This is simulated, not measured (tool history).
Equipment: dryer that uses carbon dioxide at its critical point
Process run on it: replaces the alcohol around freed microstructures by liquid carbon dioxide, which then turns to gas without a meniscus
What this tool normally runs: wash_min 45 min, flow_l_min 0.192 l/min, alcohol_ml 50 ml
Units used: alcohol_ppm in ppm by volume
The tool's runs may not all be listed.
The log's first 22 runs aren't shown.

run	day	wash_min	flow_l_min	alcohol_ml	alcohol_ppm
23	47.325	41	0.192	50	181
24	50.008	29	0.177	33	743
25	51.296	29	0.177	33	778
26	53.233	66	0.177	25	74
27	55.317	66	0.177	25	84
# day 55.658: inlet filter changed
28	58.067	29	0.185	25	445
29	59.554	45	0.153	50	324
30	61.662	54	0.192	51	111
31	63.979	45	0.192	46	146
32	65.846	45	0.192	46	163
33	68.208	45	0.303	86	104
34	69.483	45	0.248	68	121
35	71.625	45	0.227	68	149
36	72.908	41	0.322	105	107
# day 73.717: inlet filter changed
37	75.867	49	0.221	30	126
38	78.592	72	0.277	26	126
# day 79.846: purifier's bed changed
39	80.579	28	0.147	26	1105
40	83.225	47	0.147	27	145
41	85.646	45	0.192	71	127
42	86.896	45	0.192	71	135
43	88.296	45	0.137	100	1063
44	89.617	31	0.141	50	2017
# day 91.821: inlet filter changed
45	92.308	31	0.141	50	1641

Consider 5 possible next runs. They are alternatives, not a sequence: every one starts from the tool as it was left by run 45. What does each give?
A	95.067	44	0.192	50	?
B	95.067	45	0.212	50	?
C	95.067	28	0.310	94	?
D	95.067	59	0.193	34	?
E	95.067	49	0.193	97	?

run	alcohol_ppm
A	107
B	57
C	125
D	33
E	92
Had the tool no hidden state, the same runs would have come out as:
run	alcohol_ppm
A	70
B	25
C	85
D	3
E	56
